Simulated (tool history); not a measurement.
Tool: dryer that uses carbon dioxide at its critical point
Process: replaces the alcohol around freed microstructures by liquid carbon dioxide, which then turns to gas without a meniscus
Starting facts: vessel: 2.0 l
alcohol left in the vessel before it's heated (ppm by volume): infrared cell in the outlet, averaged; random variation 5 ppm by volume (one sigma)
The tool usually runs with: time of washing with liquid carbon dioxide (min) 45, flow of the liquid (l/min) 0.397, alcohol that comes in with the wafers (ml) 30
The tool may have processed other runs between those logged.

run,hour,time of washing with liquid carbon dioxide (min),flow of the liquid (l/min),alcohol that comes in with the wafers (ml),alcohol left in the vessel before it's heated (ppm by volume)
1,0,45,0.397,30,19
2,4.9,45,0.397,46,29
3,10.7,40,0.397,46,51
4,19.5,40,0.397,46,51
5,24.3,53,0.397,46,3
6,33.5,47,0.397,46,23
7,39,45,0.397,30,21
8,44.4,45,0.397,30,21
9,50.7,45,0.397,30,31
10,59.8,36,0.397,30,71
11,68.3,36,0.397,30,68
12,75.1,36,0.397,34,95
13,83.2,36,0.397,34,96
14,88.4,36,0.397,34,72
15,93,45,0.314,30,72
16,98.9,45,0.585,91,13
17,107.3,32,0.26,69,1364
18,116.1,58,0.26,69,103
19,122.1,35,0.26,48,711
20,127.8,47,0.397,62,35
21,134.5,47,0.397,62,36
22,144.3,47,0.397,62,30
23,153.1,31,0.365,21,161
24,162.4,38,0.531,21,19
25,168.9,66,0.565,23,0
26,176.8,28,0.32,116,1937
27,182.1,28,0.32,116,1938
28,188.1,28,0.32,116,1959
29,196.2,28,0.32,116,1906

Measured minus without-hidden-state, run by run (identical run-to-run variation in each term; gauge scatter may differ):
The hidden state here: flow that reaches the vessel past the clogged filter, %; alcohol in the recycled carbon dioxide, ppm; drift of the gauge itself on alcohol_ppm, %.
run,alcohol left in the vessel before it's heated (ppm by volume)
1,+2
2,+3
3,+5
4,+5
5,+2
6,+3
7,+4
8,+4
9,+3
10,+9
11,+9
12,+12
13,+12
14,+13
15,+12
16,+2
17,+133
18,+20
19,+83
20,+9
21,+9
22,+9
23,+26
24,+5
25,+0
26,+271
27,+276
28,+284
29,+286
